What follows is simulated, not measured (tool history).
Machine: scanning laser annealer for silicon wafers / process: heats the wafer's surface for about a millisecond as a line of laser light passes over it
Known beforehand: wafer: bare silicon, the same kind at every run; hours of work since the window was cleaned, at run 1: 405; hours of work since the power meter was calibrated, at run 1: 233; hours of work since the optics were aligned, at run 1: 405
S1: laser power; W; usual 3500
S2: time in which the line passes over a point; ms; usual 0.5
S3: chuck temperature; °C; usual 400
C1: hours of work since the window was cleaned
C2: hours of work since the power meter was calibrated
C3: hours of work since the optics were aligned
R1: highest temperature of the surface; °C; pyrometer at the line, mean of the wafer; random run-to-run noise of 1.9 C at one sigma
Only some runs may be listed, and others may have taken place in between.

| run | hour | S1 | S2 | S3 | C1 | C2 | C3 | R1 |
|---|---|---|---|---|---|---|---|---|
| 1 | 0 | 3500 | 0.5 | 400 | 405 | 233 | 405 | 1206 |
| 2 | 30.4 | 3500 | 0.5 | 400 | 418 | 245 | 418 | 1204 |
| 3 | 53.9 | 3500 | 0.5 | 400 | 427 | 255 | 427 | 1205 |
| 4 | 81.3 | 3500 | 0.5 | 384 | 439 | 266 | 439 | 1185 |
| 5 | 96.6 | 3500 | 0.5 | 400 | 445 | 272 | 445 | 1205 |
| 6 | 113.4 | 3500 | 0.5 | 383 | 452 | 279 | 452 | 1184 |
| 7 | 138.8 | 3500 | 0.5 | 383 | 462 | 289 | 462 | 1185 |
| 8 | 159.8 | 3500 | 0.477 | 400 | 471 | 298 | 471 | 1185 |
| 9 | 174.9 | 3500 | 0.477 | 400 | 477 | 304 | 477 | 1186 |
| 10 | 195.1 | 3500 | 0.5 | 400 | 485 | 313 | 485 | 1200 |
| 11 | 223.9 | 3500 | 0.5 | 400 | 497 | 324 | 497 | 1199 |
| 12 | 248.7 | 3500 | 0.5 | 428 | 507 | 335 | 507 | 1226 |
| 13 | 272.6 | 3500 | 0.5 | 400 | 517 | 344 | 517 | 1200 |
| 14 | 303 | 3500 | 0.5 | 400 | 529 | 357 | 529 | 1198 |
| 15 | 322.3 | 3500 | 0.425 | 400 | 537 | 365 | 537 | 1142 |
| 16 | 338.7 | 3500 | 0.425 | 400 | 544 | 371 | 544 | 1144 |
| 17 | 369.1 | 3500 | 0.5 | 400 | 557 | 384 | 557 | 1195 |
| 18 | 397.5 | 3500 | 0.5 | 400 | 568 | 396 | 568 | 1196 |
| 19 | 421.3 | 3500 | 0.475 | 423 | 578 | 405 | 578 | 1200 |
| 20 | 450.9 | 3500 | 0.475 | 423 | 590 | 417 | 590 | 1199 |
| 21 | 466.2 | 3500 | 0.475 | 423 | 596 | 424 | 596 | 1200 |
| 22 | 489.6 | 3500 | 0.475 | 423 | 606 | 433 | 606 | 1199 |
| 23 | 507.1 | 3500 | 0.528 | 429 | 613 | 440 | 613 | 1244 |
| 24 | 537.6 | 3735 | 0.5 | 400 | 626 | 453 | 626 | 1250 |
| 25 | 558.6 | 3172 | 0.57 | 382 | 634 | 462 | 634 | 1137 |
| 26 | 577.3 | 3172 | 0.57 | 382 | 642 | 469 | 642 | 1140 |
| 27 | 609.1 | 3092 | 0.5 | 393 | 655 | 482 | 655 | 1089 |
| 28 | 628.4 | 3367 | 0.5 | 381 | 663 | 490 | 663 | 1141 |
| 29 | 643 | 3338 | 0.525 | 381 | 669 | 496 | 669 | 1149 |
| 30 | 658.3 | 3483 | 0.473 | 393 | 675 | 502 | 675 | 1160 |
| 31 | 671.8 | 3500 | 0.439 | 424 | 681 | 508 | 681 | 1170 |
| 32 | 689 | 3162 | 0.528 | 424 | 688 | 515 | 688 | 1151 |
| 33 | 706.4 | 3080 | 0.56 | 393 | 695 | 522 | 695 | 1118 |
| 34 | 721.9 | 3773 | 0.494 | 364 | 701 | 529 | 701 | 1215 |
| 35 | 739.1 | 3229 | 0.5 | 400 | 708 | 536 | 708 | 1123 |

What if the next run were any one of these 4? Each begins from the tool's condition after run 35:
| A | 762.9 | 3500 | 0.411 | 375 | 718 | 545 | 718 | ? |
| B | 762.9 | 3827 | 0.502 | 375 | 718 | 545 | 718 | ? |
| C | 762.9 | 3155 | 0.5 | 400 | 718 | 545 | 718 | ? |
| D | 762.9 | 3500 | 0.5 | 380 | 718 | 545 | 718 | ? |

| run | R1 |
|---|---|
| A | 1100 |
| B | 1246 |
| C | 1107 |
| D | 1172 |
Stripped of hidden state, with their random variation kept, the same runs would have yielded:
| run | R1 |
|---|---|
| A | 1132 |
| B | 1284 |
| C | 1138 |
| D | 1207 |
